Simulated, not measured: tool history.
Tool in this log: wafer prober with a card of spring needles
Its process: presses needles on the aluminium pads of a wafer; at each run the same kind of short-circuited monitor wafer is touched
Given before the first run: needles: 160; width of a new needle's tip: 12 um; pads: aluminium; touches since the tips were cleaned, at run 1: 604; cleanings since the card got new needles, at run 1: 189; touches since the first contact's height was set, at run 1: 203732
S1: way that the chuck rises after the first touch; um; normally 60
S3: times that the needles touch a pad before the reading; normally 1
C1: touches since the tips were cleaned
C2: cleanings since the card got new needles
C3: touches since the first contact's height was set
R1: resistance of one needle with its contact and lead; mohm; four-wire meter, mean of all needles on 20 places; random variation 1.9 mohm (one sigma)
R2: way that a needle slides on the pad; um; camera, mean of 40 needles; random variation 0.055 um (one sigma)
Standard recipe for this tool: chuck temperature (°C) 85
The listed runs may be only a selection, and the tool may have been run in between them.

Run 1, hour 0: usual settings; C1 604; C2 189; C3 203732. Result: R1 290 mohm, R2 12.03 um.
At hour 11.1: tips cleaned on abrasive film.
At hour 25: tips cleaned on abrasive film.
At hour 38.9: tips cleaned on abrasive film.
At hour 51: tips cleaned on abrasive film.
Run 2, hour 51: usual settings but chuck temperature (°C) 55; C1 0; C2 193; C3 222066. Result: R1 231 mohm, R2 11.67 um.
At hour 64.8: tips cleaned on abrasive film.
At hour 67.8: height of the first contact set anew.
At hour 76.2: tips cleaned on abrasive film.
Run 3, hour 79.8: usual settings; C1 1301; C2 195; C3 4302. Result: R1 342 mohm, R2 12.67 um.
At hour 88.2: tips cleaned on abrasive film.
At hour 102.1: tips cleaned on abrasive film.
At hour 116: tips cleaned on abrasive film.
Run 4, hour 116.7: usual settings; C1 247; C2 198; C3 17558. Result: R1 255 mohm, R2 12.6 um.
At hour 127.8: tips cleaned on abrasive film.
At hour 139: tips cleaned on abrasive film.
Run 5, hour 146.4: usual settings but chuck temperature (°C) 43; C1 2686; C2 200; C3 28250. Result: R1 435 mohm, R2 12.67 um.
At hour 152: tips cleaned on abrasive film.
At hour 165.9: tips cleaned on abrasive film.
At hour 179.8: tips cleaned on abrasive film.
At hour 190.9: tips cleaned on abrasive film.
At hour 203.5: tips cleaned on abrasive film.
Run 6, hour 203.5: usual settings but chuck temperature (°C) 43, S3 2; C1 0; C2 205; C3 48797. Result: R1 225 mohm, R2 12.51 um.
At hour 214.7: tips cleaned on abrasive film.
At hour 228.6: tips cleaned on abrasive film.
At hour 239.7: tips cleaned on abrasive film.
Run 7, hour 244.1: usual settings but S3 2; C1 1589; C2 208; C3 63396. Result: R1 306 mohm, R2 12.47 um.
At hour 252.5: tips cleaned on abrasive film.
At hour 266.4: tips cleaned on abrasive film.
At hour 280.3: tips cleaned on abrasive film.
Run 8, hour 290.8: usual settings but S1 44 um; C1 3830; C2 211; C3 80235. Result: R1 756 mohm, R2 9.06 um.
At hour 293.7: tips cleaned on abrasive film.
At hour 307.4: tips cleaned on abrasive film.
At hour 321.2: tips cleaned on abrasive film.
At hour 335.1: tips cleaned on abrasive film.
At hour 346.2: tips cleaned on abrasive film.
Run 9, hour 346.9: usual settings; C1 235; C2 216; C3 100374. Result: R1 269 mohm, R2 12.37 um.
At hour 358: tips cleaned on abrasive film.
At hour 371.9: tips cleaned on abrasive film.
At hour 380.3: tips cleaned on abrasive film, once more.
At hour 391.4: tips cleaned on abrasive film.
Run 10, hour 401.6: usual settings; C1 3686; C2 220; C3 120061. Result: R1 487 mohm, R2 12.23 um.
At hour 404.5: tips cleaned on abrasive film.
At hour 418.4: tips cleaned on abrasive film.
At hour 429.5: tips cleaned on abrasive film.
At hour 443.3: tips cleaned on abrasive film.
At hour 457.2: tips cleaned on abrasive film.
Run 11, hour 459.7: usual settings; C1 920; C2 225; C3 140948. Result: R1 340 mohm, R2 12.19 um.
At hour 470.8: tips cleaned on abrasive film.
At hour 482: tips cleaned on abrasive film.
Run 12, hour 486: usual settings; C1 1459; C2 227; C3 150410. Result: R1 385 mohm, R2 12.18 um.
At hour 494.1: tips cleaned on abrasive film.
At hour 508: tips cleaned on abrasive film.
At hour 520.8: tips cleaned on abrasive film.
Run 13, hour 520.8: usual settings; C1 0; C2 230; C3 162907. Result: R1 253 mohm, R2 12.13 um.
At hour 531.9: tips cleaned on abrasive film.
At hour 545.8: tips cleaned on abrasive film.
At hour 559.7: tips cleaned on abrasive film.
Run 14, hour 567.1: usual settings but S1 68 um, S3 2; C1 2669; C2 233; C3 179585. Result: R1 330 mohm, R2 13.78 um.
At hour 572.7: tips cleaned on abrasive film.
At hour 586.6: tips cleaned on abrasive film.
At hour 597.7: tips cleaned on abrasive film.
At hour 611.6: tips cleaned on abrasive film.
Run 15, hour 617.5: usual settings but S1 78 um, chuck temperature (°C) 48, S3 2; C1 2111; C2 237; C3 197707. Result: R1 283 mohm, R2 15.8 um.
At hour 622.8: tips cleaned on abrasive film.
At hour 636.7: tips cleaned on abrasive film.
At hour 650.6: tips cleaned on abrasive film.
Run 16, hour 657.4: usual settings but S1 78 um, chuck temperature (°C) 48, S3 2; C1 2459; C2 240; C3 212089. Result: R1 290 mohm, R2 15.82 um.
At hour 663: tips cleaned on abrasive film.
At hour 676.8: tips cleaned on abrasive film.
At hour 690.7: tips cleaned on abrasive film.
At hour 701.8: height of the first contact set anew.
At hour 704.7: tips cleaned on abrasive film.
Run 17, hour 708.7: usual settings but S1 78 um, chuck temperature (°C) 48, S3 2; C1 1439; C2 244; C3 2439. Result: R1 261 mohm, R2 16.58 um.
At hour 717: tips cleaned on abrasive film.
At hour 730.9: tips cleaned on abrasive film.
Run 18, hour 735.1: usual settings but S1 78 um, chuck temperature (°C) 48, S3 2; C1 1501; C2 246; C3 11943. Result: R1 262 mohm, R2 16.45 um.

Predict the results of run 19:
At hour 743.3: tips cleaned on abrasive film.
At hour 757.2: tips cleaned on abrasive film.
At hour 769.2: tips cleaned on abrasive film.
Run 19, hour 769.2: usual settings but S1 78 um, chuck temperature (°C) 48, S3 2; C1 0; C2 249; C3 24213. Result: R1 ?, R2 ?.

R1: 208 mohm
R2: 16.34 um
The same run, on a tool lacking any hidden state, would have yielded R1 196 mohm, R2 16.45 um.

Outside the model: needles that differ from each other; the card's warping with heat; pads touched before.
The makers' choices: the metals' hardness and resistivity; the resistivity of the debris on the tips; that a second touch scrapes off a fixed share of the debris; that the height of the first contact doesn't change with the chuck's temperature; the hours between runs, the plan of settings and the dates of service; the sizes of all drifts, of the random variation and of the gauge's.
